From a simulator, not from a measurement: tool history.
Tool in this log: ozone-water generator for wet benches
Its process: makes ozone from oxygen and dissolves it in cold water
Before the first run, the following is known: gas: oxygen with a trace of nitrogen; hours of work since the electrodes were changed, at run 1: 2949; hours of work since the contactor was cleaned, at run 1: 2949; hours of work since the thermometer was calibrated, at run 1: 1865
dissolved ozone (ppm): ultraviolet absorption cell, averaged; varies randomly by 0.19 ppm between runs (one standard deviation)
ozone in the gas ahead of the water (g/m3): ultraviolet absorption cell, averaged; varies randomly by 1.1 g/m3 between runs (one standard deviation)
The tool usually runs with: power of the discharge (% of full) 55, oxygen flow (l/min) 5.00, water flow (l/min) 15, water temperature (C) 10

run    hour  power of the discharge (% of full)  oxygen flow (l/min)  water flow (l/min)  water temperature (C)  hours of work since the electrodes were changed  hours of work since the contactor was cleaned  hours of work since the thermometer was calibrated  dissolved ozone (ppm)  ozone in the gas ahead of the water (g/m3)
  1     0.0                                  55                 5.00                  15                     10                                             2949                                           2949                                                1865                   25.3                                       172.7
  2    60.9                                  55                 5.00                  15                     16                                             2991                                           2991                                                1908                   23.3                                       174.5
  3   164.0                                  55                 5.00                  15                     16                                             3062                                           3062                                                1979                   22.6                                       174.3
  4   255.2                                  55                 5.00                  15                     10                                             3125                                           3125                                                2042                   25.1                                       174.1
  5   324.7                                  86                 5.00                  15                     10                                             3174                                           3174                                                2090                   33.3                                       227.2
  6   434.4                                  86                 5.00                  15                     10                                             3250                                           3250                                                2166                   32.9                                       229.6
  7   541.1                                  86                 5.00                  15                     10                                             3324                                           3324                                                2240                   32.6                                       227.7
  8   614.6                                  55                 2.99                  15                     10                                             3375                                           3375                                                2291                   24.2                                       229.9
  9   684.7                                  55                 5.00                  15                     10                                             3423                                           3423                                                2340                   24.8                                       173.6
 10   748.6                                  55                 5.00                  15                     10                                             3467                                           3467                                                2384                   25.0                                       173.5
 11   813.7                                  55                 5.00                  15                     10                                             3513                                           3513                                                2429                   24.8                                       172.9
 12   938.5                                  71                 5.00                  15                     10                                             3599                                           3599                                                2516                   29.0                                       201.1
      951.3  -- contactor cleaned
 13  1007.3                                  55                 5.00                  15                      7                                             3644                                             39                                                2561                   25.7                                       171.0
 14  1088.8                                  55                 5.00                  15                      7                                             3700                                             95                                                2617                   25.2                                       171.4
 15  1200.3                                  55                 5.00                  15                      7                                             3778                                            173                                                2694                   25.3                                       170.8
 16  1290.5                                  55                 2.71                  15                      7                                             3840                                            235                                                2757                   24.1                                       239.5
 17  1375.0                                  55                 2.71                  15                      7                                             3899                                            294                                                2816                   24.0                                       239.0
     1389.4  -- contactor cleaned, once more
 18  1479.9                                  41                 5.00                  15                     10                                             3969                                             63                                                2886                   21.0                                       143.2
 19  1579.9                                  41                 5.00                  15                     10                                             4038                                            132                                                2955                   21.1                                       142.0
 20  1674.0                                  41                 5.00                  15                     10                                             4103                                            197                                                3020                   20.6                                       140.4
 21  1744.0                                  41                 5.00                  15                     10                                             4152                                            246                                                3069                   20.6                                       143.4
 22  1868.3                                  70                 4.59                  18                     10                                             4238                                            332                                                3155                   24.8                                       204.1
 23  1945.4                                  55                 2.55                  15                     17                                             4291                                            385                                                3208                   22.1                                       244.8
 24  2057.8                                  55                 5.18                  15                      7                                             4369                                            463                                                3286                   25.6                                       166.7
 25  2135.7                                  55                 5.18                  15                      7                                             4423                                            517                                                3340                   25.7                                       166.5
     2177.3  -- water thermometer calibrated
 26  2218.2                                  55                 5.00                  10                     11                                             4480                                            574                                                  28                   31.7                                       167.0
 27  2306.0                                  55                 5.00                  10                     11                                             4541                                            635                                                  89                   31.3                                       166.0

Expected results for the next run?
 28  2381.2                                  92                 6.19                  14                      8                                             4593                                            687                                                 141                      ?                                           ?

dissolved ozone (ppm): 36.4
ozone in the gas ahead of the water (g/m3): 202.4
Minus the tool's unlogged condition, the same run would have read dissolved ozone (ppm) 42.1, ozone in the gas ahead of the water (g/m3) 231.2.
